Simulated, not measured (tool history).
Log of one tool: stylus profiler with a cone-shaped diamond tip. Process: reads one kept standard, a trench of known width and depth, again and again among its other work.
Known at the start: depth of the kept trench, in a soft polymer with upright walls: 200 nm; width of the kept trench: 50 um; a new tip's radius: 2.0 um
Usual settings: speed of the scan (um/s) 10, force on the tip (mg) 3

run	hour	speed of the scan (um/s)	force on the tip (mg)	depth of the trench (angstrom)	width of the trench's floor (µm)
1	0	10	3	2019.5	47.72
2	97	10	3	2016.8	47.73
3	160	10	3	2017.8	47.68
4	251.2	10	6.42	2037.2	47.7
5	307	7	6.42	2038.6	47.76
# hour 316.1: height scale calibrated on a step standard
6	365.2	7	6.42	2033	47.66
7	434.5	7	6.42	2032.3	47.72
8	511.1	10	3	2012.2	47.61
# hour 581.1: height scale calibrated on a step standard, once more
9	596.7	10	3	2031.7	47.63
10	643.9	12	3	2031.4	47.64

The next listed run, before its measurement:
11	737.1	12	3	?	?

{"run 11": {"depth of the trench (angstrom)": 2032.9, "width of the trench's floor (µm)": 47.62}}
Without the tool's hidden state the same run would have given depth of the trench (angstrom) 2033.2, width of the trench's floor (µm) 48.2.
